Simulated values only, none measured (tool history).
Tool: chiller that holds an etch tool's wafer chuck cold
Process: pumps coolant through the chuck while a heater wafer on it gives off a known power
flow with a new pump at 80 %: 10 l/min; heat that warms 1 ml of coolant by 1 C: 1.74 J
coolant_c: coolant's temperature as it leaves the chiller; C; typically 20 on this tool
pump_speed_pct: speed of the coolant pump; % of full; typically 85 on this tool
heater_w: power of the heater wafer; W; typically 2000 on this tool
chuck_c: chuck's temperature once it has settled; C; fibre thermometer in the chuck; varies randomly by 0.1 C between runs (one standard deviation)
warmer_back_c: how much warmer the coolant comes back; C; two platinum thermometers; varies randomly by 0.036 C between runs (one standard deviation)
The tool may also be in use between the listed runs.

run 1 hour=0 | coolant_c=20 pump_speed_pct=85 heater_w=2000 | chuck_c=43.8 warmer_back_c=6.47
run 2 hour=80.7 | coolant_c=20 pump_speed_pct=85 heater_w=2000 | chuck_c=44 warmer_back_c=6.47
-- hour=107.7 chiller's thermometer calibrated
run 3 hour=168.7 | coolant_c=20 pump_speed_pct=85 heater_w=2094 | chuck_c=45.1 warmer_back_c=6.72
run 4 hour=266.8 | coolant_c=20 pump_speed_pct=85 heater_w=2000 | chuck_c=44 warmer_back_c=6.45
run 5 hour=358 | coolant_c=20 pump_speed_pct=85 heater_w=2000 | chuck_c=44 warmer_back_c=6.46
run 6 hour=429.6 | coolant_c=11 pump_speed_pct=85 heater_w=2000 | chuck_c=34.8 warmer_back_c=6.49
run 7 hour=532.3 | coolant_c=11 pump_speed_pct=85 heater_w=2000 | chuck_c=34.9 warmer_back_c=6.42
run 8 hour=628 | coolant_c=11 pump_speed_pct=85 heater_w=2000 | chuck_c=34.9 warmer_back_c=6.45
run 9 hour=682.8 | coolant_c=11 pump_speed_pct=85 heater_w=2000 | chuck_c=34.9 warmer_back_c=6.57
run 10 hour=781.8 | coolant_c=29 pump_speed_pct=80 heater_w=2785 | chuck_c=63.8 warmer_back_c=9.59
run 11 hour=886.9 | coolant_c=29 pump_speed_pct=68 heater_w=2840 | chuck_c=68.6 warmer_back_c=11.65
run 12 hour=940.2 | coolant_c=27 pump_speed_pct=84 heater_w=2720 | chuck_c=59.8 warmer_back_c=8.95
run 13 hour=1000.4 | coolant_c=24 pump_speed_pct=78 heater_w=2000 | chuck_c=49.4 warmer_back_c=7.07
run 14 hour=1103 | coolant_c=24 pump_speed_pct=78 heater_w=2000 | chuck_c=49.5 warmer_back_c=7.12
run 15 hour=1210 | coolant_c=24 pump_speed_pct=78 heater_w=2000 | chuck_c=49.4 warmer_back_c=7.14
run 16 hour=1303.8 | coolant_c=24 pump_speed_pct=78 heater_w=2000 | chuck_c=49.4 warmer_back_c=7.08
run 17 hour=1404.7 | coolant_c=17 pump_speed_pct=96 heater_w=2362 | chuck_c=43 warmer_back_c=6.8

5 options for the next run, each taken on its own from the tool as it stands now. Forecast them:
run A hour=1502.5 | coolant_c=10 pump_speed_pct=85 heater_w=2083 | chuck_c=? warmer_back_c=?
run B hour=1502.5 | coolant_c=29 pump_speed_pct=96 heater_w=1885 | chuck_c=? warmer_back_c=?
run C hour=1502.5 | coolant_c=17 pump_speed_pct=82 heater_w=1497 | chuck_c=? warmer_back_c=?
run D hour=1502.5 | coolant_c=22 pump_speed_pct=65 heater_w=1550 | chuck_c=? warmer_back_c=?
run E hour=1502.5 | coolant_c=18 pump_speed_pct=85 heater_w=2105 | chuck_c=? warmer_back_c=?

run=A chuck_c=34.8 warmer_back_c=6.68
run=B chuck_c=49.7 warmer_back_c=5.41
run=C chuck_c=35.3 warmer_back_c=4.98
run=D chuck_c=44.5 warmer_back_c=6.68
run=E chuck_c=43.1 warmer_back_c=6.86
Had the tool no hidden state, the same runs would have come out as:
run=A chuck_c=34.8 warmer_back_c=6.67
run=B chuck_c=49.7 warmer_back_c=5.41
run=C chuck_c=35.3 warmer_back_c=4.98
run=D chuck_c=44.4 warmer_back_c=6.68
run=E chuck_c=43.1 warmer_back_c=6.86

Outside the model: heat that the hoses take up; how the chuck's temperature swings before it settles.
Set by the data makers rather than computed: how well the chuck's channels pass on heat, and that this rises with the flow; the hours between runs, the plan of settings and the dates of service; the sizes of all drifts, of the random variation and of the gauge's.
